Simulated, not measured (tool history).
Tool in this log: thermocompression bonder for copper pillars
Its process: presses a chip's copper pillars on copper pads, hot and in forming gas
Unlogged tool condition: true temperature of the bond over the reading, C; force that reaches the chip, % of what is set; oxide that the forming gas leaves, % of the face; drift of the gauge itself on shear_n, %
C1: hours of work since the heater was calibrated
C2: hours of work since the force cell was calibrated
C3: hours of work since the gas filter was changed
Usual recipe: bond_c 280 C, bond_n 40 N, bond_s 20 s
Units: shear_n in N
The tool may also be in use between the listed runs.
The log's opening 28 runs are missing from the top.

Run 29, hour 842.6: usual settings but bond_c 291 C, bond_n 24 N, bond_s 16 s; C1 555; C2 616; C3 26. Result: shear_n 24.1 N.
Run 30, hour 877: usual settings but bond_c 263 C, bond_n 29 N, bond_s 42 s; C1 574; C2 635; C3 45. Result: shear_n 27.6 N.
Run 31, hour 902.7: usual settings but bond_c 263 C, bond_n 29 N, bond_s 42 s; C1 588; C2 649; C3 59. Result: shear_n 27.9 N.
Run 32, hour 943: usual settings but bond_c 263 C, bond_n 29 N, bond_s 42 s; C1 610; C2 671; C3 81. Result: shear_n 28 N.
Run 33, hour 979.1: usual settings but bond_c 302 C, bond_n 44 N, bond_s 22 s; C1 629; C2 690; C3 100. Result: shear_n 55.1 N.
Run 34, hour 1011.1: usual settings but bond_c 302 C, bond_n 44 N, bond_s 22 s; C1 647; C2 708; C3 118. Result: shear_n 56.2 N.
Run 35, hour 1040.6: usual settings but bond_c 302 C, bond_n 30 N, bond_s 49 s; C1 663; C2 724; C3 134. Result: shear_n 52.1 N.
Run 36, hour 1078.8: usual settings but bond_c 273 C, bond_n 29 N; C1 684; C2 745; C3 155. Result: shear_n 24.6 N.
Run 37, hour 1107.9: usual settings but bond_c 273 C, bond_n 29 N; C1 700; C2 761; C3 171. Result: shear_n 24.4 N.
Run 38, hour 1129.9: usual settings but bond_c 297 C; C1 712; C2 773; C3 183. Result: shear_n 48.4 N.
Run 39, hour 1156.2: usual settings but bond_c 297 C, bond_n 26 N, bond_s 49 s; C1 726; C2 787; C3 197. Result: shear_n 44.9 N.

Alternative continuations, all from the tool just after run 39; predict every row:
Run A, hour 1194.9: usual settings but bond_s 27 s; C1 747; C2 808; C3 218. Result: shear_n ?.
Run B, hour 1194.9: usual settings but bond_s 17 s; C1 747; C2 808; C3 218. Result: shear_n ?.
Run C, hour 1194.9: usual settings but bond_c 297 C, bond_n 33 N, bond_s 59 s; C1 747; C2 808; C3 218. Result: shear_n ?.
Run D, hour 1194.9: usual settings but bond_c 289 C, bond_n 39 N, bond_s 47 s; C1 747; C2 808; C3 218. Result: shear_n ?.
Run E, hour 1194.9: usual settings but bond_n 26 N, bond_s 49 s; C1 747; C2 808; C3 218. Result: shear_n ?.

run  shear_n
  A     42.6
  B     35.3
  C     56.9
  D     55.1
  E     34.3
With no hidden state in the tool, these same runs would have given:
run  shear_n
  A     42.7
  B     35.4
  C     57.2
  D     55.3
  E     34.5
